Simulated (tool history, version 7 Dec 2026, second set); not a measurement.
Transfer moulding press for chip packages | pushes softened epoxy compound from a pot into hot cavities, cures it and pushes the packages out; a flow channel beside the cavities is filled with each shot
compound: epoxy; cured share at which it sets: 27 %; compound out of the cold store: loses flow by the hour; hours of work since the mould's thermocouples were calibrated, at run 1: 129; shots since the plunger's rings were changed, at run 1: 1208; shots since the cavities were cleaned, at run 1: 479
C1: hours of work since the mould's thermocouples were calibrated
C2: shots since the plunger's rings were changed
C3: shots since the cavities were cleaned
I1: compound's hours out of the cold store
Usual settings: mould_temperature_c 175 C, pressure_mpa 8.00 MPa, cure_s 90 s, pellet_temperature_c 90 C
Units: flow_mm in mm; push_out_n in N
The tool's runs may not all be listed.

Run 1, hour 0.0: usual settings; C1 129; C2 1208; C3 479; I1 27.8. Result: flow_mm 954 mm, push_out_n 914 N.
At hour 9.4: cavities cleaned with cleaning compound and waxed.
Run 2, hour 11.4: usual settings; C1 135; C2 1343; C3 26; I1 18.0. Result: flow_mm 993 mm, push_out_n 1202 N.
Run 3, hour 15.9: usual settings; C1 139; C2 1405; C3 88; I1 27.7. Result: flow_mm 943 mm, push_out_n 1193 N.
Run 4, hour 25.8: usual settings; C1 145; C2 1540; C3 223; I1 23.3. Result: flow_mm 972 mm, push_out_n 1175 N.
Run 5, hour 36.1: usual settings; C1 152; C2 1681; C3 364; I1 37.8. Result: flow_mm 906 mm, push_out_n 1122 N.
Run 6, hour 43.4: usual settings but pellet_temperature_c 99 C; C1 157; C2 1782; C3 465; I1 25.2. Result: flow_mm 952 mm, push_out_n 1114 N.
At hour 54.0: cavities cleaned with cleaning compound and waxed.
Run 7, hour 55.5: usual settings but pellet_temperature_c 99 C; C1 165; C2 1926; C3 21; I1 34.6. Result: flow_mm 912 mm, push_out_n 650 N.
Run 8, hour 64.6: usual settings; C1 171; C2 2051; C3 146; I1 22.6. Result: flow_mm 959 mm, push_out_n 790 N.
At hour 72.7: cavities cleaned with cleaning compound and waxed, once more.
Run 9, hour 75.0: usual settings; C1 177; C2 2173; C3 32; I1 12.4. Result: flow_mm 1005 mm, push_out_n 764 N.
Run 10, hour 83.0: usual settings; C1 183; C2 2282; C3 141; I1 46.6. Result: flow_mm 858 mm, push_out_n 771 N.
Run 11, hour 91.8: usual settings but pellet_temperature_c 92 C; C1 189; C2 2403; C3 262; I1 35.8. Result: flow_mm 902 mm, push_out_n 843 N.
Run 12, hour 101.1: usual settings but mould_temperature_c 172 C, pellet_temperature_c 92 C; C1 195; C2 2530; C3 389; I1 20.5. Result: flow_mm 975 mm, push_out_n 1143 N.
Run 13, hour 107.4: usual settings but mould_temperature_c 172 C, cure_s 80 s, pellet_temperature_c 92 C; C1 199; C2 2615; C3 474; I1 46.8. Result: flow_mm 860 mm, push_out_n 1466 N.
Run 14, hour 112.3: usual settings but mould_temperature_c 172 C, cure_s 80 s, pellet_temperature_c 92 C; C1 203; C2 2683; C3 542; I1 39.1. Result: flow_mm 892 mm, push_out_n 1475 N.
At hour 117.4: cavities cleaned with cleaning compound and waxed.
Run 15, hour 124.2: usual settings but mould_temperature_c 172 C, pressure_mpa 6.86 MPa, cure_s 80 s, pellet_temperature_c 92 C; C1 210; C2 2825; C3 93; I1 19.1. Result: flow_mm 906 mm, push_out_n 1264 N.
Run 16, hour 132.8: usual settings but mould_temperature_c 180 C, pressure_mpa 9.80 MPa, cure_s 105 s, pellet_temperature_c 81 C; C1 216; C2 2942; C3 210; I1 38.6. Result: flow_mm 992 mm, push_out_n 513 N.
Run 17, hour 141.9: usual settings but mould_temperature_c 177 C, pressure_mpa 8.14 MPa, pellet_temperature_c 85 C; C1 222; C2 3068; C3 336; I1 16.4. Result: flow_mm 989 mm, push_out_n 852 N.
Run 18, hour 152.5: usual settings but mould_temperature_c 177 C, pressure_mpa 8.14 MPa, pellet_temperature_c 81 C; C1 229; C2 3213; C3 481; I1 10.3. Result: flow_mm 991 mm, push_out_n 898 N.
At hour 162.6: cavities cleaned with cleaning compound and waxed.
Run 19, hour 162.6: usual settings but mould_temperature_c 177 C, pressure_mpa 8.14 MPa, pellet_temperature_c 81 C; C1 235; C2 3330; C3 0; I1 32.6. Result: flow_mm 905 mm, push_out_n 596 N.
Run 20, hour 172.2: usual settings but pellet_temperature_c 80 C; C1 242; C2 3461; C3 131; I1 31.5. Result: flow_mm 911 mm, push_out_n 795 N.
Run 21, hour 179.0: usual settings but pressure_mpa 7.09 MPa, pellet_temperature_c 95 C; C1 247; C2 3554; C3 224; I1 32.4. Result: flow_mm 843 mm, push_out_n 797 N.
Run 22, hour 188.3: usual settings but pressure_mpa 7.09 MPa, pellet_temperature_c 95 C; C1 253; C2 3681; C3 351; I1 27.5. Result: flow_mm 870 mm, push_out_n 859 N.
Run 23, hour 196.9: usual settings but mould_temperature_c 181 C, pressure_mpa 7.41 MPa, pellet_temperature_c 95 C; C1 259; C2 3798; C3 468; I1 37.0. Result: flow_mm 821 mm, push_out_n 655 N.
Run 24, hour 201.8: usual settings but cure_s 94 s; C1 262; C2 3867; C3 537; I1 26.3. Result: flow_mm 914 mm, push_out_n 891 N.
At hour 207.3: cavities cleaned with cleaning compound and waxed.
Run 25, hour 213.6: usual settings but pellet_temperature_c 97 C; C1 269; C2 4007; C3 87; I1 30.2. Result: flow_mm 905 mm, push_out_n 720 N.
At hour 216.9: plunger's sealing rings changed.
Run 26, hour 222.6: usual settings but mould_temperature_c 176 C, pellet_temperature_c 86 C; C1 274; C2 78; C3 176; I1 26.1. Result: flow_mm 968 mm, push_out_n 778 N.
Run 27, hour 227.6: usual settings but mould_temperature_c 183 C, pressure_mpa 6.44 MPa, cure_s 76 s, pellet_temperature_c 95 C; C1 277; C2 147; C3 245; I1 14.2. Result: flow_mm 908 mm, push_out_n 766 N.
Run 28, hour 233.5: usual settings but mould_temperature_c 183 C, pressure_mpa 6.35 MPa, cure_s 115 s, pellet_temperature_c 93 C; C1 281; C2 226; C3 324; I1 36.1. Result: flow_mm 811 mm, push_out_n 512 N.

Forecast each of these 4 alternatives for the next run:
Run A, hour 239.4: usual settings but pressure_mpa 9.74 MPa, pellet_temperature_c 82 C; C1 285; C2 308; C3 406; I1 35.8. Result: flow_mm ?, push_out_n ?.
Run B, hour 239.4: usual settings but cure_s 95 s; C1 285; C2 308; C3 406; I1 11.9. Result: flow_mm ?, push_out_n ?.
Run C, hour 239.4: usual settings but cure_s 113 s; C1 285; C2 308; C3 406; I1 26.9. Result: flow_mm ?, push_out_n ?.
Run D, hour 239.4: usual settings but pellet_temperature_c 95 C; C1 285; C2 308; C3 406; I1 31.3. Result: flow_mm ?, push_out_n ?.

run  flow_mm  push_out_n
  A     1012         902
  B     1013         830
  C      975         577
  D      932         878
Without the tool's hidden state the same runs would have given:
run  flow_mm  push_out_n
  A     1022         676
  B     1024         622
  C      985         428
  D      942         657
